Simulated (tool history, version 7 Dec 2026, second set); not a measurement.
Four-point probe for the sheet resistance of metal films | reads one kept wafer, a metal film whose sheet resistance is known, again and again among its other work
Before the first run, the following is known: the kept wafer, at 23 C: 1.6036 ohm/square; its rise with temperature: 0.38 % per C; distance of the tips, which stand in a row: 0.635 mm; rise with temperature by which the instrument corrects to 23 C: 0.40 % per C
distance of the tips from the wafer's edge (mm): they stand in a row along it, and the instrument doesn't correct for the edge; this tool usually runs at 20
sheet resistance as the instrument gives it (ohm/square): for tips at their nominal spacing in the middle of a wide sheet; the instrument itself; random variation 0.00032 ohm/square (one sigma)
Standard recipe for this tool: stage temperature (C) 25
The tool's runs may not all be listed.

run,hour,stage temperature (C),distance of the tips from the wafer's edge (mm),sheet resistance as the instrument gives it (ohm/square)
1,0.0,25,20,1.622454
2,25.7,24,20,1.622187
3,52.9,24,20,1.623007
4,71.6,29,20,1.620849
5,93.8,29,20,1.621339
6,126.0,25,20,1.622661
7,153.0,25,20,1.623113
# hour 155.0: stage's thermometer calibrated
8,183.0,21,60,1.622991
9,209.5,18,20,1.625646
# hour 225.9: stage's thermometer calibrated, once more
10,238.8,28,53,1.622849
11,257.0,30,20,1.622439
12,279.0,30,20,1.621904
13,309.7,28,3,1.661337
14,335.3,28,3,1.661404

4 ways to go on from here, each from the tool as it stands after run 14. What would each give?
A,357.9,33,14,?
B,357.9,24,20,?
C,357.9,25,3,?
D,357.9,30,9,?

run,sheet resistance as the instrument gives it (ohm/square)
A,1.622918
B,1.625199
C,1.662256
D,1.626787
Without the tool's unlogged condition, the same runs would have read:
run,sheet resistance as the instrument gives it (ohm/square)
A,1.601893
B,1.604150
C,1.640767
D,1.605717
